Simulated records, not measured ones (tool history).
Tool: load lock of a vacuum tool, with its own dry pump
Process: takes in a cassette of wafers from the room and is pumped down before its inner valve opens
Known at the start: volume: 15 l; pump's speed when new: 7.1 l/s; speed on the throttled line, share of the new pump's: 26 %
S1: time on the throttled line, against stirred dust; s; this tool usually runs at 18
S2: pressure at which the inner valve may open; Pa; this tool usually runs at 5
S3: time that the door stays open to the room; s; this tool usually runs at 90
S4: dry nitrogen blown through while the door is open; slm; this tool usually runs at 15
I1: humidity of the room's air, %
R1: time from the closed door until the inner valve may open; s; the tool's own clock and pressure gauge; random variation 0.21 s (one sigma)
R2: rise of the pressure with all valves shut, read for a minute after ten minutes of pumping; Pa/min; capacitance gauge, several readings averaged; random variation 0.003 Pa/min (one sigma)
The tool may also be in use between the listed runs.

run,day,S1,S2,S3,S4,I1,R1,R2
1,0,18,5,90,15,43.4,35.3,0.311
2,9.862,18,5,90,15,43.8,35.6,0.31
3,16,18,5,90,15,46.3,35.9,0.321
4,21.367,18,5,81,15,46.9,35.8,0.315
5,29.108,18,5,81,15,46,35.2,0.325
6,38.958,10,5,90,15,47.5,29.4,0.344
7,44.55,18,5,90,34,47.7,35.7,0.331
8,51.954,18,5,90,34,45.9,35.4,0.027
9,61.808,18,5,90,42,43.9,35.7,0.027
10,68.179,18,5,90,42,44,35.6,0.027
11,76.721,18,5,209,15,45.5,35.6,0.078
12,81.308,18,5,32,15,41.5,35.8,0.031
13,86.121,18,5,37,15,45.3,35,0.032
14,91.529,18,5,37,15,47.1,36.1,0.036
15,95.829,18,5,90,7,44.7,35.8,0.073
16,105.496,18,5,90,7,44.6,36.1,0.073
17,113.662,18,5,90,7,44.8,35.9,0.077
18,120.983,18,5,52,5,41.6,35.6,0.061
19,125.675,18,5,52,5,42.4,36,0.064
20,132.708,17,5,99,44,45.9,34.9,0.04
21,136.854,17,5,99,44,48.9,35.2,0.041
22,141.008,17,5,99,44,46.9,35.2,0.044
23,148.304,22,6,126,13,40.7,38.3,0.071
24,153.471,22,6,126,13,46.5,38.7,0.077
25,160.896,16,7,167,27,46.5,33.9,0.07
26,165.25,29,9,90,15,47.1,42.6,0.066
27,174.129,32,8,55,15,43.8,45.5,0.06

The log once held 1 entry between its listed runs, left out of this copy. Where does each go, and what is different about the tool's unlogged condition between the listed run before it and the listed run after it?
Run 7 -> run 8: door's seal changed, seat wiped (day 49.258)
  pump's speed, % of a new pump's: 93.9 -> 93.8; leak at the door's seal, Pa l/s: 0.0767 -> 0.0018
  the result without the hidden state subtracted from the measured one, R1: +1.1 -> +1.1 s; R2: +0.303 -> +0 Pa/min

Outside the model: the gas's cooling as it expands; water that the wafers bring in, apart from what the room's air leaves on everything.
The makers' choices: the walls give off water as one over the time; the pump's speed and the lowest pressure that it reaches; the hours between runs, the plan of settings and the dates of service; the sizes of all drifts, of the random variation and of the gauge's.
